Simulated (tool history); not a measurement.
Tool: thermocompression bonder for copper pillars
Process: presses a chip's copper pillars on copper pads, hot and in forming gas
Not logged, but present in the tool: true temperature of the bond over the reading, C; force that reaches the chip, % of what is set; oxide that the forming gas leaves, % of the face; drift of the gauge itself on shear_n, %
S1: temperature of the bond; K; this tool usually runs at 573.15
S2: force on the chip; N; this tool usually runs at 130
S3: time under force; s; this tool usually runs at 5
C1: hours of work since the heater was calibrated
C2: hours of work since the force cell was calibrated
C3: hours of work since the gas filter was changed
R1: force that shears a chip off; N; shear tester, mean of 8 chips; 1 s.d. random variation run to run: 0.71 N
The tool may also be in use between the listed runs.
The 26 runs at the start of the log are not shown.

| run | hour | S1 | S2 | S3 | C1 | C2 | C3 | R1 |
|---|---|---|---|---|---|---|---|---|
| 27 | 186.1 | 562.15 | 179 | 9 | 357 | 277 | 157 | 73.1 |
| 28 | 193.6 | 559.15 | 130 | 6 | 361 | 280 | 161 | 42.0 |
| 29 | 198.0 | 559.15 | 130 | 6 | 363 | 283 | 163 | 44.5 |
| 30 | 202.5 | 564.15 | 100 | 4 | 365 | 285 | 165 | 28.5 |
| 31 | 210.1 | 564.15 | 100 | 4 | 369 | 289 | 169 | 27.7 |
| 32 | 219.3 | 574.15 | 130 | 5 | 374 | 294 | 174 | 45.9 |
| 33 | 225.7 | 574.15 | 190 | 5 | 378 | 297 | 177 | 69.0 |
| 34 | 232.7 | 550.15 | 104 | 12 | 381 | 301 | 181 | 41.7 |
| 35 | 242.2 | 550.15 | 104 | 12 | 386 | 306 | 186 | 40.3 |
| 36 | 248.6 | 550.15 | 104 | 12 | 389 | 309 | 189 | 41.0 |
| 37 | 253.2 | 550.15 | 104 | 12 | 392 | 311 | 192 | 41.0 |
| 38 | 260.1 | 561.15 | 130 | 6 | 395 | 315 | 195 | 44.2 |
| 39 | 267.2 | 561.15 | 130 | 6 | 399 | 319 | 199 | 43.7 |
| 40 | 273.6 | 589.15 | 113 | 3 | 402 | 322 | 202 | 36.7 |

4 options for the next run, each taken on its own from the tool as it stands now. Forecast them:
| A | 282.5 | 573.15 | 102 | 6 | 407 | 326 | 207 | ? |
| B | 282.5 | 589.15 | 114 | 3 | 407 | 326 | 207 | ? |
| C | 282.5 | 589.15 | 123 | 3 | 407 | 326 | 207 | ? |
| D | 282.5 | 601.15 | 184 | 3 | 407 | 326 | 207 | ? |

| run | R1 |
|---|---|
| A | 37.8 |
| B | 38.0 |
| C | 40.9 |
| D | 68.7 |
With the hidden condition removed and each run's random variation left untouched, the same runs would have given:
| run | R1 |
|---|---|
| A | 41.6 |
| B | 41.6 |
| C | 44.8 |
| D | 74.6 |
